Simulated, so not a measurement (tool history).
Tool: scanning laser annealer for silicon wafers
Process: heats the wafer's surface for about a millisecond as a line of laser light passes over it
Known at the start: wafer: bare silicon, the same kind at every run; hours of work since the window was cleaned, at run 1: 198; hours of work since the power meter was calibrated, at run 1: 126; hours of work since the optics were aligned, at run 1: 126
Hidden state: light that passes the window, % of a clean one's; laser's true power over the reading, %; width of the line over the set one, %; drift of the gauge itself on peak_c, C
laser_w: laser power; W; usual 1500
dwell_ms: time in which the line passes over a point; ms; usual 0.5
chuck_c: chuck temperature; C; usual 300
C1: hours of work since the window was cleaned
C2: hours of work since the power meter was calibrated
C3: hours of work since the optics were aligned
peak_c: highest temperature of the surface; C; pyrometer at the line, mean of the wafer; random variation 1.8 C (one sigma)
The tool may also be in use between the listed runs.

Run 1, hour 0: usual settings; C1 198; C2 126; C3 126. Result: peak_c 1009 C.
Run 2, hour 18.2: usual settings; C1 212; C2 140; C3 140. Result: peak_c 1009 C.
Run 3, hour 30.3: usual settings but laser_w 1404 W; C1 221; C2 149; C3 149. Result: peak_c 949 C.
Run 4, hour 42.7: usual settings but chuck_c 315 C; C1 231; C2 158; C3 158. Result: peak_c 1019 C.
Run 5, hour 63.6: usual settings but chuck_c 315 C; C1 246; C2 174; C3 174. Result: peak_c 1021 C.
Run 6, hour 80.8: usual settings but chuck_c 313 C; C1 260; C2 187; C3 187. Result: peak_c 1017 C.
Run 7, hour 95.5: usual settings; C1 271; C2 198; C3 198. Result: peak_c 1004 C.
Run 8, hour 104: usual settings; C1 277; C2 205; C3 205. Result: peak_c 1003 C.
Run 9, hour 113.8: usual settings but laser_w 1504 W, dwell_ms 0.444 ms; C1 285; C2 212; C3 212. Result: peak_c 963 C.
Run 10, hour 129.3: usual settings but laser_w 1638 W, dwell_ms 0.454 ms, chuck_c 294 C; C1 296; C2 224; C3 224. Result: peak_c 1045 C.
Run 11, hour 142.3: usual settings but chuck_c 318 C; C1 306; C2 234; C3 234. Result: peak_c 1019 C.
Run 12, hour 161.1: usual settings but laser_w 1486 W, chuck_c 268 C; C1 321; C2 248; C3 248. Result: peak_c 959 C.
Run 13, hour 170: usual settings but laser_w 1486 W, chuck_c 268 C; C1 327; C2 255; C3 255. Result: peak_c 958 C.

Run 14 comes next. What will it give?
Run 14, hour 189.5: usual settings but dwell_ms 0.38 ms; C1 342; C2 270; C3 270. Result: peak_c ?.

Run 14 gave peak_c 911 C.
Without the tool's hidden state the same run would have given peak_c 933 C.

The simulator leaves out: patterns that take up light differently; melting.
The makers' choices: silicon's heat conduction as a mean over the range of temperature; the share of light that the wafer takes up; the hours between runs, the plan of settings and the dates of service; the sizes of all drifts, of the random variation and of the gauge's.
